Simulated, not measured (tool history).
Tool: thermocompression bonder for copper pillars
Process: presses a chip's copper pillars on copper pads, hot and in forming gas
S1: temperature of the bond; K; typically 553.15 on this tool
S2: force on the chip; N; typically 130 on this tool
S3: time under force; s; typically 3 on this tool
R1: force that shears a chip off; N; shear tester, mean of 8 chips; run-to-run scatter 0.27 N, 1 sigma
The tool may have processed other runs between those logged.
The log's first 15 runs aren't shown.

{"run": 16, "day": 5.354, "S1": 553.15, "S2": 82, "S3": 3, "R1": 45.6}
{"run": 17, "day": 5.875, "S1": 553.15, "S2": 130, "S3": 3, "R1": 57.7}
{"run": 18, "day": 6.2, "S1": 553.15, "S2": 130, "S3": 3, "R1": 57.4}
{"run": 19, "day": 6.7, "S1": 528.15, "S2": 130, "S3": 3, "R1": 41}
{"run": 20, "day": 7.017, "S1": 553.15, "S2": 130, "S3": 3, "R1": 57.4}
{"run": 21, "day": 7.475, "S1": 530.15, "S2": 130, "S3": 8, "R1": 58.7}
{"day": 7.8, "done": "forming gas filter changed"}
{"run": 22, "day": 7.838, "S1": 530.15, "S2": 130, "S3": 8, "R1": 62.5}
{"run": 23, "day": 8.342, "S1": 535.15, "S2": 138, "S3": 3, "R1": 49.6}
{"run": 24, "day": 8.625, "S1": 551.15, "S2": 141, "S3": 3, "R1": 61.4}
{"run": 25, "day": 9.138, "S1": 551.15, "S2": 141, "S3": 3, "R1": 61.4}
{"run": 26, "day": 9.55, "S1": 536.15, "S2": 79, "S3": 3, "R1": 36.8}
{"run": 27, "day": 10.004, "S1": 579.15, "S2": 122, "S3": 3, "R1": 75.9}
{"run": 28, "day": 10.258, "S1": 557.15, "S2": 122, "S3": 3, "R1": 61.7}
{"run": 29, "day": 10.512, "S1": 537.15, "S2": 122, "S3": 3, "R1": 47.5}
{"run": 30, "day": 10.829, "S1": 556.15, "S2": 130, "S3": 3, "R1": 62.4}
{"run": 31, "day": 11.312, "S1": 545.15, "S2": 113, "S3": 5, "R1": 60.5}
{"run": 32, "day": 11.788, "S1": 579.15, "S2": 130, "S3": 4, "R1": 82.6}
{"run": 33, "day": 12.283, "S1": 579.15, "S2": 130, "S3": 4, "R1": 82.4}
{"run": 34, "day": 12.629, "S1": 568.15, "S2": 130, "S3": 3, "R1": 69.7}
{"run": 35, "day": 13.079, "S1": 545.15, "S2": 89, "S3": 3, "R1": 44.6}
{"run": 36, "day": 13.358, "S1": 526.15, "S2": 194, "S3": 3, "R1": 51.8}

Run 37 comes next. What will it give?
{"run": 37, "day": 13.871, "S1": 556.15, "S2": 130, "S3": 3, "R1": "?"}

R1: 61.5 N
Without the tool's hidden state the same run would have given R1 60.3 N.

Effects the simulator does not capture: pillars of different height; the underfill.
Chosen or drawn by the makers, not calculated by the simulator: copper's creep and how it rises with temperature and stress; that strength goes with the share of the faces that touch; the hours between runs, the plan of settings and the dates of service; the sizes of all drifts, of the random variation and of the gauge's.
